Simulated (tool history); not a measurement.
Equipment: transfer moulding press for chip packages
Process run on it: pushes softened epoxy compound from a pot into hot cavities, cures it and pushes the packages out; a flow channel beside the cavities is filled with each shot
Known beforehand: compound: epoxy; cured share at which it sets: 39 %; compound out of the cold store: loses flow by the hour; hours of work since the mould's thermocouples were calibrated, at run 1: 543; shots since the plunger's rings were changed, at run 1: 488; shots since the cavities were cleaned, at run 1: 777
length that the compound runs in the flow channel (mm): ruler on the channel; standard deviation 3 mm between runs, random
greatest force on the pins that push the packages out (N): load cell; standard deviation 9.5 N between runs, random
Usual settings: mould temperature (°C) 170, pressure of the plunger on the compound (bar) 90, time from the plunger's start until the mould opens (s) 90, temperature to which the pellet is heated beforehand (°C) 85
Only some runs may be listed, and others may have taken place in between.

run   hour  mould temperature (°C)  pressure of the plunger on the compound (bar)  time from the plunger's start until the mould opens (s)  temperature to which the pellet is heated beforehand (°C)  hours of work since the mould's thermocouples were calibrated  shots since the plunger's rings were changed  shots since the cavities were cleaned  incoming compound's hours out of the cold store  length that the compound runs in the flow channel (mm)  greatest force on the pins that push the packages out (N)
  1      0                     170                                             90                                                       90                                                         85                                                            543                                           488                                    777                                             38.8                                                     517                                                        775
       6.4  -- mould's thermocouples calibrated
      28.9  -- cavities cleaned with cleaning compound and waxed
  2   31.9                     170                                             90                                                       90                                                         85                                                             17                                           924                                     46                                             44.1                                                     505                                                        452
  3   44.3                     170                                             90                                                       90                                                         85                                                             26                                          1114                                    236                                             22.5                                                     548                                                        643
  4   67.1                     170                                             90                                                       90                                                         85                                                             43                                          1464                                    586                                             33.8                                                     520                                                        770
  5     86                     170                                             90                                                       90                                                         85                                                             56                                          1754                                    876                                               29                                                     528                                                        849
     107.1  -- cavities cleaned with cleaning compound and waxed
  6  116.9                     170                                             90                                                       90                                                         85                                                             78                                          2207                                    152                                             36.7                                                     511                                                        551
  7  132.9                     170                                          103.2                                                       90                                                         85                                                             89                                          2452                                    397                                             36.6                                                     540                                                        682
     154.6  -- plunger's sealing rings changed
  8  154.6                     170                                             90                                                       90                                                         85                                                            103                                             0                                    692                                             47.3                                                     509                                                        763
  9  180.3                     177                                             90                                                       90                                                         85                                                            122                                           395                                   1087                                               23                                                     543                                                        715
       188  -- cavities cleaned with cleaning compound and waxed
 10  209.4                     177                                             90                                                       90                                                         85                                                            141                                           818                                    328                                             13.8                                                     547                                                        533
 11  232.2                     170                                             90                                                      105                                                         85                                                            158                                          1168                                    678                                             30.7                                                     525                                                        666
 12  252.8                     170                                             90                                                      105                                                         85                                                            173                                          1484                                    994                                             27.8                                                     535                                                        727
     267.1  -- cavities cleaned with cleaning compound and waxed
 13  276.3                     170                                             90                                                      105                                                         85                                                            189                                          1822                                    140                                             23.3                                                     539                                                        444
 14  294.4                     170                                             90                                                      105                                                         85                                                            202                                          2101                                    419                                               37                                                     505                                                        559
 15  320.3                     170                                             90                                                      105                                                         85                                                            220                                          2498                                    816                                             47.1                                                     489                                                        724
     338.7  -- plunger's sealing rings changed
     346.9  -- cavities cleaned with cleaning compound and waxed
 16  352.4                     171                                             90                                                       90                                                         80                                                            241                                           186                                     83                                             34.3                                                     532                                                        463
 17  364.5                     169                                           81.9                                                      120                                                         80                                                            249                                           372                                    269                                               33                                                     517                                                        509
 18    389                     167                                             68                                                      121                                                         83                                                            267                                           749                                    646                                             25.7                                                     485                                                        667
 19  413.4                     172                                           99.2                                                      113                                                         80                                                            285                                          1124                                   1021                                             40.5                                                     532                                                        681
     425.6  -- cavities cleaned with cleaning compound and waxed
 20  427.9                     172                                           91.6                                                      124                                                         83                                                            294                                          1323                                     36                                             30.4                                                     525                                                        337
 21  449.6                     172                                           91.6                                                      124                                                         83                                                            310                                          1656                                    369                                             41.5                                                     500                                                        523
 22  477.2                     172                                           83.8                                                      124                                                         83                                                            330                                          2080                                    793                                              8.9                                                     542                                                        645
 23  489.6                     172                                           83.8                                                      124                                                         83                                                            339                                          2271                                    984                                             30.4                                                     494                                                        682
     503.8  -- cavities cleaned with cleaning compound and waxed
 24  504.4                     172                                           83.8                                                      124                                                         83                                                            348                                          2475                                     10                                             35.5                                                     489                                                        329
     523.1  -- plunger's sealing rings changed
 25  524.5                     164                                           76.9                                                       98                                                         86                                                            361                                            22                                    281                                             18.1                                                     544                                                        839
 26  550.1                     164                                           76.9                                                       98                                                         86                                                            379                                           414                                    673                                             13.9                                                     555                                                       1055
 27    568                     170                                             90                                                       80                                                         84                                                            392                                           688                                    947                                             15.8                                                     568                                                       1040

Consider 5 possible next runs. They are alternatives, not a sequence: every one starts from the tool as it was left by run 27. What does each give?
     583.5  -- cavities cleaned with cleaning compound and waxed
  A  585.7                     170                                          104.8                                                       80                                                         84                                                            404                                           937                                     33                                             42.1                                                       ?                                                          ?
     583.5  -- cavities cleaned with cleaning compound and waxed
  B  585.7                     170                                             90                                                       90                                                         90                                                            404                                           937                                     33                                             18.9                                                       ?                                                          ?
     583.5  -- cavities cleaned with cleaning compound and waxed
  C  585.7                     170                                             73                                                       90                                                         93                                                            404                                           937                                     33                                             45.8                                                       ?                                                          ?
     583.5  -- cavities cleaned with cleaning compound and waxed
  D  585.7                     170                                             90                                                       80                                                         87                                                            404                                           937                                     33                                             19.2                                                       ?                                                          ?
     583.5  -- cavities cleaned with cleaning compound and waxed
  E  585.7                     167                                           83.1                                                       91                                                         84                                                            404                                           937                                     33                                             36.2                                                       ?                                                          ?

run  length that the compound runs in the flow channel (mm)  greatest force on the pins that push the packages out (N)
  A                                                     543                                                        511
  B                                                     557                                                        425
  C                                                     448                                                        406
  D                                                     558                                                        531
  E                                                     511                                                        506
Without the tool's hidden state the same runs would have given:
run  length that the compound runs in the flow channel (mm)  greatest force on the pins that push the packages out (N)
  A                                                     556                                                        497
  B                                                     570                                                        410
  C                                                     459                                                        389
  D                                                     572                                                        519
  E                                                     523                                                        492
